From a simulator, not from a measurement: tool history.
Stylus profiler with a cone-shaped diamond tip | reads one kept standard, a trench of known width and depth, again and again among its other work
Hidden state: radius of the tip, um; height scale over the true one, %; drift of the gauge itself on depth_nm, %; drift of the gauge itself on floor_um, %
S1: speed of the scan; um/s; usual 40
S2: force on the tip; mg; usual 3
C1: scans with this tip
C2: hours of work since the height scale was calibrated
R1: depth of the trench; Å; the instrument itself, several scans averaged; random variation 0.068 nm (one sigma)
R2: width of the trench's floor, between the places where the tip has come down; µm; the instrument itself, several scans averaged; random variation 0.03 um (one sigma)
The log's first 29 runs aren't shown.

run,day,S1,S2,C1,C2,R1,R2
30,20.642,60,3,6761,682,5035.5,15.47
31,21.158,14,1.13,6833,689,5018.2,15.51
32,21.912,40,1.04,6939,700,5017.8,15.35
33,22.442,40,8.56,7013,708,5073.1,15.55
34,23.112,13,7.4,7106,717,5065.5,15.61
35,23.808,13,7.4,7203,727,5065.8,15.61
36,24.525,63,5.3,7303,737,5052.5,15.45
37,25.112,21,4.79,7385,745,5049.1,15.57
38,25.512,88,7.57,7441,751,5067.6,15.43
39,26.233,19,4.84,7541,761,5049.6,15.6
40,26.904,42,2.3,7635,770,5030.9,15.46
41,27.65,42,2.3,7739,781,5031.2,15.43
42,28.583,22,1.3,7869,794,5021.1,15.5
43,29.525,26,4.07,8001,807,5044.8,15.61
44,30.138,15,3,8086,816,5036.4,15.61
45,30.946,12,3,8199,827,5035.9,15.56
46,31.662,12,3,8299,837,5036.4,15.56

Forecast each of these 3 alternatives for the next run:
A,32.429,27,5.03,8406,848,?,?
B,32.429,128,1.12,8406,848,?,?
C,32.429,16,3,8406,848,?,?

run,R1,R2
A,5052.1,15.56
B,5018.3,14.79
C,5035.5,15.59
Without the tool's hidden state the same runs would have given:
run,R1,R2
A,5052.2,15.57
B,5018.4,14.8
C,5035.6,15.6
